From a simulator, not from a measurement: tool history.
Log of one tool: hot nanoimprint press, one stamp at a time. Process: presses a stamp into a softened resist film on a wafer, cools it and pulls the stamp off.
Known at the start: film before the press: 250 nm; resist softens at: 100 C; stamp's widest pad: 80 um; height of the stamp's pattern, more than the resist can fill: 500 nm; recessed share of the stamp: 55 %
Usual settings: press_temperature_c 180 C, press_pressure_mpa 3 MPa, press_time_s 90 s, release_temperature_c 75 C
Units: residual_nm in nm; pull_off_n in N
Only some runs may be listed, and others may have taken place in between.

run   hour  press_temperature_c  press_pressure_mpa  press_time_s  release_temperature_c  residual_nm  pull_off_n
  1      0                  180                   3            90                     75        154.5         212
  2   21.8                  180                   3            90                     75        152.5         209
  3   64.3                  180                   3            73                     75        162.4         219
      96.7  -- stamp cleaned and given a new release coat
  4  107.5                  180                   3            90                     75        155.1         205
  5  134.5                  180                   3            51                     75          178         199
  6  162.7                  180                   3            90                     75        156.2         200
  7  194.6                  175                   3            90                     75          174         213
  8  237.9                  175                   3            90                     75          177         216
     268.2  -- stamp cleaned and given a new release coat
  9  275.2                  175                   3            90                     75          181         208
 10  320.6                  175                   3            90                     75        177.8         205
     328.1  -- plate thermocouple calibrated
 11    352                  175                   3            90                     75        186.1         211
 12  373.6                  175                   3            90                     75        187.4         222
     406.4  -- press's hydraulic seals changed and the load cell set to zero
 13  426.4                  175                   3            90                     75        184.8         220
     450.6  -- stamp cleaned and given a new release coat
 14  474.4                  175                   3            90                     75        184.8         213
 15  500.4                  175                   3            90                     75        187.3         213
 16  530.5                  173                1.99           122                     75        203.8         214
 17  552.4                  173                2.28           122                     75        198.5         219
     590.3  -- plate thermocouple calibrated, once more
 18  603.7                  170                4.65            77                     75        172.1         217
     624.5  -- stamp cleaned and given a new release coat
 19  659.3                  170                4.27           129                     75        156.3         200
 20  700.5                  177                   3            90                     75        161.9         202
 21    724                  180                2.41            90                     75        160.2         214
 22  773.5                  174                   3           120                     75        162.3         222
     794.5  -- stamp cleaned and given a new release coat
 23  802.5                  173                4.17            90                     81          163         192

Predict the results of run 24:
 24  842.9                  173                4.17            90                     81            ?           ?

For run 24 the tool returned residual_nm 162.4 nm, pull_off_n 196 N.
On a tool with no hidden condition, and with the same random variation, this run would have come out at residual_nm 157.5 nm, pull_off_n 188 N.
